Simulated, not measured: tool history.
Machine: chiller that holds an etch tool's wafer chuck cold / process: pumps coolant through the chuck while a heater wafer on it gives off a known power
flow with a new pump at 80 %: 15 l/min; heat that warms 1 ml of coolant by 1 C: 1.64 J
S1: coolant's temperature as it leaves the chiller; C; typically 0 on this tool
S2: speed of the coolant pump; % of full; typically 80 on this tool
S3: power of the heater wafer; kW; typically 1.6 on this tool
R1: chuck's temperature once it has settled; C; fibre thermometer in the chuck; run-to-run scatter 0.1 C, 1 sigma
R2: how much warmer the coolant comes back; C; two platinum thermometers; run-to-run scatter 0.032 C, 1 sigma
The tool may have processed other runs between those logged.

| run | day | S1 | S2 | S3 | R1 | R2 |
|---|---|---|---|---|---|---|
| 1 | 0 | 0 | 80 | 1.6 | 16 | 4 |
| 2 | 4.4 | 0 | 80 | 1.6 | 16.3 | 4.1 |
| 3 | 7.225 | 0 | 80 | 1.6 | 16.3 | 4.03 |
| 4 | 13.346 | 0 | 100 | 1.6 | 14.4 | 3.18 |
| 5 | 18.767 | 9 | 80 | 1.6 | 25.6 | 4.04 |
| 6 | 23.854 | 9 | 80 | 1.6 | 25.8 | 4.11 |
| 7 | 30.133 | 9 | 77 | 1.043 | 20.5 | 2.78 |
|  | 33.8 | coolant changed, channels flushed |
| 8 | 36.412 | 9 | 77 | 1.043 | 17.8 | 2.82 |
| 9 | 40.888 | 9 | 77 | 1.043 | 17.9 | 2.8 |
| 10 | 46.367 | 9 | 77 | 1.043 | 18.1 | 2.78 |

Predict each of these 5 candidate next runs independently; none follows another, all start after run 10:
| A | 50.146 | 6 | 60 | 0.925 | ? | ? |
| B | 50.146 | -8 | 99 | 1.043 | ? | ? |
| C | 50.146 | -7 | 80 | 1.038 | ? | ? |
| D | 50.146 | 8 | 61 | 1.547 | ? | ? |
| E | 50.146 | 0 | 60 | 1.223 | ? | ? |

| run | R1 | R2 |
|---|---|---|
| A | 15.5 | 3.29 |
| B | -0.3 | 2.1 |
| C | 1.9 | 2.67 |
| D | 23.3 | 5.46 |
| E | 12.4 | 4.32 |
With the hidden condition removed and each run's random variation left untouched, the same runs would have given:
| run | R1 | R2 |
|---|---|---|
| A | 14.4 | 3.13 |
| B | -1.3 | 2 |
| C | 0.8 | 2.54 |
| D | 21.9 | 5.2 |
| E | 11.2 | 4.11 |
